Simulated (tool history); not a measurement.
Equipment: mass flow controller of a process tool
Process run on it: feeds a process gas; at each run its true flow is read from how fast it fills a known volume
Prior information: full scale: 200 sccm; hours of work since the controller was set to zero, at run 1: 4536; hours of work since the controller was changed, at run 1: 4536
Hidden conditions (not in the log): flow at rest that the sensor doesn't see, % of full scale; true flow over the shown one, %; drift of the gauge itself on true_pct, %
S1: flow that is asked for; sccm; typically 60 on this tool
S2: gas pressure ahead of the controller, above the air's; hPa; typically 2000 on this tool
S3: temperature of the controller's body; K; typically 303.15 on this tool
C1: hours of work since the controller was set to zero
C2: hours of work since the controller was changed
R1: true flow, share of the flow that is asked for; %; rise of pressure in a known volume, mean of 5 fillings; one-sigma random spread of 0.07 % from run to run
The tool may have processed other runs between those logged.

run 1 hour=0.0 | S1=60 S2=2000 S3=303.15 | C1=4536 C2=4536 | R1=98.64
run 2 hour=307.6 | S1=60 S2=2000 S3=303.15 | C1=4706 C2=4706 | R1=98.61
run 3 hour=705.7 | S1=60 S2=2000 S3=303.15 | C1=4927 C2=4927 | R1=98.78
run 4 hour=1088.0 | S1=60 S2=2330 S3=303.15 | C1=5138 C2=5138 | R1=98.86
run 5 hour=1554.0 | S1=60 S2=2330 S3=303.15 | C1=5397 C2=5397 | R1=98.84
run 6 hour=1854.3 | S1=60 S2=1790 S3=303.15 | C1=5563 C2=5563 | R1=98.51
run 7 hour=2138.1 | S1=140 S2=1510 S3=307.15 | C1=5720 C2=5720 | R1=98.78
run 8 hour=2386.2 | S1=140 S2=1510 S3=307.15 | C1=5857 C2=5857 | R1=99.02
run 9 hour=2700.3 | S1=174 S2=2220 S3=303.15 | C1=6031 C2=6031 | R1=99.78
-- hour=2886.3 controller exchanged for a calibrated one
run 10 hour=2982.7 | S1=59 S2=1690 S3=299.15 | C1=53 C2=53 | R1=98.74

Predict each of these 4 candidate next runs independently; none follows another, all start after run 10:
run A hour=3319.5 | S1=60 S2=2690 S3=309.15 | C1=240 C2=240 | R1=?
run B hour=3319.5 | S1=168 S2=2360 S3=293.15 | C1=240 C2=240 | R1=?
run C hour=3319.5 | S1=64 S2=2350 S3=297.15 | C1=240 C2=240 | R1=?
run D hour=3319.5 | S1=51 S2=1970 S3=296.15 | C1=240 C2=240 | R1=?

run=A R1=98.83
run=B R1=100.17
run=C R1=99.14
run=D R1=98.72
Without the tool's hidden state the same runs would have given:
run=A R1=98.83
run=B R1=100.17
run=C R1=99.14
run=D R1=98.72
